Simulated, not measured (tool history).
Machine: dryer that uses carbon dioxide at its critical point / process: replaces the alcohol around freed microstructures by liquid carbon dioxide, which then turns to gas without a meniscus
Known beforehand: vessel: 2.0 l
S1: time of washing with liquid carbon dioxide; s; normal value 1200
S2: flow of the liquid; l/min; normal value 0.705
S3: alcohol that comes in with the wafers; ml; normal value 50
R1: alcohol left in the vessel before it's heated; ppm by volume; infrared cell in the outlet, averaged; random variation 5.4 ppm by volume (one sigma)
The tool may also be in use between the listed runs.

Run 1, hour 0.0: usual settings. Result: R1 213 ppm by volume.
Run 2, hour 27.0: usual settings. Result: R1 212 ppm by volume.
At hour 59.7: inlet filter changed.
Run 3, hour 64.7: usual settings. Result: R1 167 ppm by volume.
Run 4, hour 108.7: usual settings. Result: R1 159 ppm by volume.
Run 5, hour 157.0: usual settings. Result: R1 182 ppm by volume.
Run 6, hour 186.3: usual settings but S1 780 s. Result: R1 934 ppm by volume.
Run 7, hour 207.2: usual settings but S1 780 s. Result: R1 911 ppm by volume.
Run 8, hour 239.6: usual settings. Result: R1 196 ppm by volume.
Run 9, hour 284.0: usual settings. Result: R1 215 ppm by volume.
Run 10, hour 313.3: usual settings but S3 44 ml. Result: R1 196 ppm by volume.
Run 11, hour 349.4: usual settings but S3 46 ml. Result: R1 215 ppm by volume.
Run 12, hour 370.8: usual settings. Result: R1 231 ppm by volume.
Run 13, hour 398.8: usual settings. Result: R1 233 ppm by volume.
Run 14, hour 447.0: usual settings. Result: R1 251 ppm by volume.
Run 15, hour 473.8: usual settings. Result: R1 256 ppm by volume.
At hour 492.4: inlet filter changed.
Run 16, hour 515.8: usual settings but S2 0.787 l/min. Result: R1 141 ppm by volume.
Run 17, hour 556.6: usual settings but S2 0.787 l/min. Result: R1 158 ppm by volume.
Run 18, hour 582.3: usual settings but S2 0.787 l/min. Result: R1 159 ppm by volume.
Run 19, hour 604.4: usual settings but S2 0.787 l/min. Result: R1 167 ppm by volume.
Run 20, hour 645.2: usual settings but S2 0.787 l/min. Result: R1 166 ppm by volume.
Run 21, hour 677.7: usual settings but S2 0.787 l/min. Result: R1 175 ppm by volume.
Run 22, hour 724.0: usual settings but S1 840 s, S2 0.481 l/min, S3 52 ml. Result: R1 2342 ppm by volume.
Run 23, hour 747.0: usual settings but S1 840 s, S2 0.481 l/min, S3 52 ml. Result: R1 2403 ppm by volume.
At hour 767.8: purifier's bed changed.
Run 24, hour 779.2: usual settings but S1 840 s, S2 0.481 l/min, S3 52 ml. Result: R1 2363 ppm by volume.
Run 25, hour 826.8: usual settings but S1 840 s, S2 0.488 l/min, S3 35 ml. Result: R1 1596 ppm by volume.
Run 26, hour 850.7: usual settings but S1 1260 s. Result: R1 145 ppm by volume.
Run 27, hour 886.9: usual settings but S1 1440 s. Result: R1 87 ppm by volume.
Run 28, hour 909.5: usual settings but S1 780 s, S3 49 ml. Result: R1 1073 ppm by volume.
At hour 927.3: inlet filter changed.
Run 29, hour 954.6: usual settings but S1 1080 s. Result: R1 239 ppm by volume.
Run 30, hour 985.6: usual settings but S2 0.486 l/min, S3 20 ml. Result: R1 281 ppm by volume.
Run 31, hour 1019.8: usual settings but S2 0.823 l/min, S3 35 ml. Result: R1 67 ppm by volume.
Run 32, hour 1046.4: usual settings but S1 1320 s. Result: R1 119 ppm by volume.
Run 33, hour 1078.6: usual settings but S1 1320 s. Result: R1 111 ppm by volume.
Run 34, hour 1110.1: usual settings but S1 1320 s. Result: R1 133 ppm by volume.
Run 35, hour 1152.3: usual settings but S1 1020 s, S3 21 ml. Result: R1 167 ppm by volume.
Run 36, hour 1182.5: usual settings but S1 1020 s, S3 21 ml. Result: R1 186 ppm by volume.
Run 37, hour 1227.0: usual settings but S1 1020 s, S3 21 ml. Result: R1 204 ppm by volume.

Some steps in R1, run to run, broken into two amounts with sign: the step expected even without the hidden condition (settings, incoming material, random variation), and the rest, left for the hidden condition together with whatever gauge scatter is not in both the measured and the hidden-condition-free result:
Unlogged tool condition in this case: flow that reaches the vessel past the clogged filter, %; alcohol in the recycled carbon dioxide, ppm; drift of the gauge itself on alcohol_ppm, %.
Run 21 -> 22: S1 1200 -> 840, S2 0.787 -> 0.481, S3 50 -> 52. R1 +2167 ppm by volume: hidden state +242, all else +1925.
Run 25 -> 26: S1 840 -> 1260, S2 0.488 -> 0.705, S3 35 -> 50. R1 -1451 ppm by volume: hidden state -200, all else -1251.
Run 27 -> 28: S1 1440 -> 780, S3 50 -> 49. R1 +986 ppm by volume: hidden state +228, all else +758.
Run 28 -> 29: S1 780 -> 1080, S3 49 -> 50, inlet filter changed. R1 -834 ppm by volume: hidden state -246, all else -588.

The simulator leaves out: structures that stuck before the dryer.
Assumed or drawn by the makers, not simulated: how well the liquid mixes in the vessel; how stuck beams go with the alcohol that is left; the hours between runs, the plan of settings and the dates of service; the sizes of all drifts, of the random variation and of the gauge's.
